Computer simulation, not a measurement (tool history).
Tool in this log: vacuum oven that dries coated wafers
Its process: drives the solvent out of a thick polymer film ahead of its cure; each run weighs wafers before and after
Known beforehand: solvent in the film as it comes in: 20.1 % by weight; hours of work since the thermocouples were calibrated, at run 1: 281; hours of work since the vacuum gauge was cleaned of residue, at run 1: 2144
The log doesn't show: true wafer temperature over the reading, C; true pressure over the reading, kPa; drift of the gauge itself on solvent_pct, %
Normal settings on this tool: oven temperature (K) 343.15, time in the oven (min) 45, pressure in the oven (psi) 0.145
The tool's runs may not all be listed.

run	day	oven temperature (K)	time in the oven (min)	pressure in the oven (psi)	hours of work since the thermocouples were calibrated	hours of work since the vacuum gauge was cleaned of residue	solvent left in the film (%)
1	0	343.15	45	0.145	281	2144	4.48
# day 0.371: vacuum gauge cleaned of residue and calibrated
2	3.329	343.15	45	0.145	340	54	3.98
3	7.179	343.15	26	0.145	410	123	7.26
4	11.321	343.15	45	0.11	485	198	3.92
5	14.921	343.15	45	0.11	550	264	4.09
6	16.683	343.15	45	0.11	582	296	4.18
7	20.675	343.15	45	0.264	654	368	4.66
8	22.929	331.15	45	0.145	695	409	9.6
9	26.183	331.15	45	0.145	754	468	9.69
10	30	343.15	45	0.145	823	537	4.56
11	31.742	343.15	45	0.145	855	569	4.53
# day 32.088: oven's thermocouples calibrated
12	33.617	343.15	45	0.145	28	601	4.81
13	36.108	352.15	45	0.145	73	646	1.82
14	39.433	352.15	45	0.145	133	706	1.86
# day 40.975: oven's thermocouples calibrated, once more
15	41.771	352.15	45	0.145	14	747	1.31
16	44.325	352.15	45	0.145	61	793	1.33
17	47.396	352.15	45	0.145	116	849	1.36
18	51.088	353.15	45	0.145	183	916	1.26
19	54.146	351.15	45	0.145	239	972	1.62
20	56.517	343.15	22	0.138	282	1014	8.12
21	60.608	356.15	68	0.125	356	1089	0.51
22	63.725	332.15	45	0.387	412	1145	10.1
23	66.271	357.15	45	0.296	458	1191	1.19
24	69.021	344.15	63	0.511	508	1241	3.8
25	71.525	344.15	50	0.511	554	1286	4.83
26	75.712	331.15	65	0.102	629	1362	7.75
27	78.479	332.15	65	0.129	680	1412	7.3
28	80.338	328.15	45	0.431	713	1446	12.48
29	82.812	349.15	45	0.18	758	1491	2.62
30	85.638	346.15	45	0.563	809	1542	5.01
31	88.046	346.15	45	0.563	853	1586	5
32	90.083	343.15	45	0.197	890	1623	4.93
33	92.854	343.15	69	0.145	940	1673	2.9
34	95.446	353.15	43	0.354	987	1720	2.38
35	98.2	344.15	52	0.508	1037	1770	5.23

For each entry between runs, how does the tool's hidden state at the last listed run before it compare with that at the first listed run after it?
Run 1 -> run 2: vacuum gauge cleaned of residue and calibrated (day 0.371)
  true wafer temperature over the reading, C: -0.13 -> -0.26; true pressure over the reading, kPa: 0.979 -> 0.035
  measured value less the no-hidden-state value, solvent left in the film (%): +0.55 -> +0.12
Run 11 -> run 12: oven's thermocouples calibrated (day 32.088)
  true wafer temperature over the reading, C: -1.36 -> -1.81; true pressure over the reading, kPa: 0.246 -> 0.259
  measured value less the no-hidden-state value, solvent left in the film (%): +0.67 -> +0.89
Run 14 -> run 15: oven's thermocouples calibrated, once more (day 40.975)
  true wafer temperature over the reading, C: -2.03 -> 0.38; true pressure over the reading, kPa: 0.304 -> 0.321
  measured value less the no-hidden-state value, solvent left in the film (%): +0.55 -> +0.06
